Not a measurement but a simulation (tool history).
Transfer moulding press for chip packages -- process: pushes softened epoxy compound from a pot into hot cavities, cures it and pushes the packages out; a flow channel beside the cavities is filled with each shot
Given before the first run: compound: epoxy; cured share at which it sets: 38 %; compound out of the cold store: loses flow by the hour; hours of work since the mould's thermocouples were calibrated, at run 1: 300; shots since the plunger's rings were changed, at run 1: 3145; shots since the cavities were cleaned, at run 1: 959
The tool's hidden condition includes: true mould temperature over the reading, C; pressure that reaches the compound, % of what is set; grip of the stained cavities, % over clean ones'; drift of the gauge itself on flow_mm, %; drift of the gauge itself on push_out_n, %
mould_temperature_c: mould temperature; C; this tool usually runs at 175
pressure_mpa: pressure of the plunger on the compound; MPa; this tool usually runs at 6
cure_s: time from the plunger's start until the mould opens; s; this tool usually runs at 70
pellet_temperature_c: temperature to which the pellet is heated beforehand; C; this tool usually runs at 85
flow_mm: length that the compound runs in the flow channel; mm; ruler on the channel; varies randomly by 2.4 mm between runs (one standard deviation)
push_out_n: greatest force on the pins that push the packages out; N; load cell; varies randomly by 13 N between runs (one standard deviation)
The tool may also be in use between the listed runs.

run   hour  mould_temperature_c  pressure_mpa  cure_s  pellet_temperature_c  hours of work since the mould's thermocouples were calibrated  shots since the plunger's rings were changed  shots since the cavities were cleaned  incoming compound's hours out of the cold store  flow_mm  push_out_n
  1      0                  175             6      70                    85                                                            300                                          3145                                    959                                             25.4      612        1349
       8.7  -- cavities cleaned with cleaning compound and waxed
  2   14.4                  175             6      70                    85                                                            309                                          3362                                     96                                             22.2      620         803
  3   23.5                  175          5.75      70                    85                                                            315                                          3514                                    248                                             32.3      584         974
  4   30.7                  175             6      61                    85                                                            320                                          3637                                    371                                             47.1      565        1458
  5   40.3                  175             6      61                    85                                                            327                                          3798                                    532                                             31.8      599        1699
  6   52.2                  175             6      61                    85                                                            335                                          3997                                    731                                             23.8      610        1811
  7   59.1                  175             6      70                    85                                                            339                                          4114                                    848                                             37.8      580        1325
  8   72.4                  175             6      70                    85                                                            348                                          4336                                   1070                                             14.9      633        1469
      74.8  -- cavities cleaned with cleaning compound and waxed
  9     81                  175             6      70                    85                                                            353                                          4456                                    104                                             14.4      635         919
      88.2  -- plunger's sealing rings changed
 10   93.5                  175             6      70                    85                                                            360                                            88                                    272                                             20.6      639        1080
 11  100.3                  175          5.34      70                    85                                                            365                                           203                                    387                                             34.8      574        1112

Run 12, settings as shown, results not yet in. Your forecast:
 12  108.1                  175          5.34      70                    75                                                            370                                           333                                    517                                             43.7        ?           ?

Run 12 measured flow_mm 556 mm, push_out_n 1258 N.
If the tool had no hidden condition, the same run with the same run-to-run variation would have returned flow_mm 557 mm, push_out_n 628 N.
